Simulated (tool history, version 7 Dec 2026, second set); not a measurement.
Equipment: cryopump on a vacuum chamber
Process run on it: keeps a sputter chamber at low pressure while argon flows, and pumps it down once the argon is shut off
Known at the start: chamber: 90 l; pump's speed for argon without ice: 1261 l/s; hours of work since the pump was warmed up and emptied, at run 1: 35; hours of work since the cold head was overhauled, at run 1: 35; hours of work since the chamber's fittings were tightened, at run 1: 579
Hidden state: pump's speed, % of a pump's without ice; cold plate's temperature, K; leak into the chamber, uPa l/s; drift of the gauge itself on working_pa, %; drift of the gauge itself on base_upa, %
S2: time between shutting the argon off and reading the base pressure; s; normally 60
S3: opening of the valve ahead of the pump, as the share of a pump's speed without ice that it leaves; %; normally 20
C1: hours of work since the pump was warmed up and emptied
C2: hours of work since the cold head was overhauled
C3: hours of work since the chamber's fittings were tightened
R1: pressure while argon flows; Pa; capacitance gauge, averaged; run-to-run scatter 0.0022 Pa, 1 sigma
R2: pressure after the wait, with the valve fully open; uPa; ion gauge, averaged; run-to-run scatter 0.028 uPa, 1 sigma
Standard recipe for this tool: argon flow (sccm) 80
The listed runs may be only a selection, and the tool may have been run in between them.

run 1 hour=0.0 | argon_flow_(sccm)=80 S2=60 S3=20 | C1=35 C2=35 C3=579 | R1=0.5396 R2=1.90
run 2 hour=35.4 | argon_flow_(sccm)=80 S2=90 S3=20 | C1=59 C2=59 C3=602 | R1=0.5391 R2=1.63
run 3 hour=64.5 | argon_flow_(sccm)=80 S2=90 S3=44 | C1=78 C2=78 C3=622 | R1=0.2492 R2=1.63
run 4 hour=87.1 | argon_flow_(sccm)=80 S2=90 S3=44 | C1=93 C2=93 C3=637 | R1=0.2505 R2=1.65
run 5 hour=115.4 | argon_flow_(sccm)=56 S2=60 S3=20 | C1=112 C2=112 C3=656 | R1=0.3814 R2=2.04
run 6 hour=157.8 | argon_flow_(sccm)=80 S2=25 S3=20 | C1=140 C2=140 C3=684 | R1=0.5453 R2=3.66
run 7 hour=202.8 | argon_flow_(sccm)=80 S2=25 S3=20 | C1=170 C2=170 C3=714 | R1=0.5492 R2=3.67
run 8 hour=252.7 | argon_flow_(sccm)=80 S2=25 S3=20 | C1=204 C2=204 C3=747 | R1=0.5486 R2=3.74
run 9 hour=297.2 | argon_flow_(sccm)=80 S2=60 S3=20 | C1=233 C2=233 C3=777 | R1=0.5502 R2=2.31
run 10 hour=331.9 | argon_flow_(sccm)=80 S2=60 S3=20 | C1=257 C2=257 C3=800 | R1=0.5561 R2=2.32
run 11 hour=382.5 | argon_flow_(sccm)=80 S2=60 S3=20 | C1=290 C2=290 C3=834 | R1=0.5547 R2=2.35
run 12 hour=426.2 | argon_flow_(sccm)=95 S2=60 S3=20 | C1=320 C2=320 C3=863 | R1=0.6594 R2=2.40
run 13 hour=461.6 | argon_flow_(sccm)=95 S2=60 S3=20 | C1=343 C2=343 C3=887 | R1=0.6602 R2=2.46
run 14 hour=492.4 | argon_flow_(sccm)=95 S2=60 S3=20 | C1=364 C2=364 C3=908 | R1=0.6677 R2=2.56
run 15 hour=517.8 | argon_flow_(sccm)=49 S2=60 S3=20 | C1=381 C2=381 C3=925 | R1=0.3433 R2=2.56
run 16 hour=556.6 | argon_flow_(sccm)=49 S2=60 S3=40 | C1=407 C2=407 C3=950 | R1=0.1800 R2=2.56
run 17 hour=608.2 | argon_flow_(sccm)=49 S2=60 S3=40 | C1=441 C2=441 C3=985 | R1=0.1826 R2=2.68
run 18 hour=648.2 | argon_flow_(sccm)=80 S2=60 S3=15 | C1=468 C2=468 C3=1012 | R1=0.7504 R2=2.69
run 19 hour=696.4 | argon_flow_(sccm)=123 S2=31 S3=20 | C1=500 C2=500 C3=1044 | R1=0.8738 R2=3.95
run 20 hour=726.5 | argon_flow_(sccm)=85 S2=55 S3=25 | C1=520 C2=520 C3=1064 | R1=0.4947 R2=2.92
run 21 hour=755.4 | argon_flow_(sccm)=85 S2=55 S3=25 | C1=539 C2=539 C3=1083 | R1=0.4963 R2=3.11
run 22 hour=786.4 | argon_flow_(sccm)=48 S2=60 S3=30 | C1=560 C2=560 C3=1104 | R1=0.2382 R2=3.03
run 23 hour=824.2 | argon_flow_(sccm)=48 S2=60 S3=30 | C1=585 C2=585 C3=1129 | R1=0.2401 R2=3.08

Estimate the outcome of run 24 from the log above:
run 24 hour=852.3 | argon_flow_(sccm)=48 S2=60 S3=30 | C1=604 C2=604 C3=1148 | R1=? R2=?

R1: 0.2406 Pa
R2: 3.08 uPa
Had the tool carried no hidden state, the very same run would have given R1 0.2139 Pa, R2 1.32 uPa.

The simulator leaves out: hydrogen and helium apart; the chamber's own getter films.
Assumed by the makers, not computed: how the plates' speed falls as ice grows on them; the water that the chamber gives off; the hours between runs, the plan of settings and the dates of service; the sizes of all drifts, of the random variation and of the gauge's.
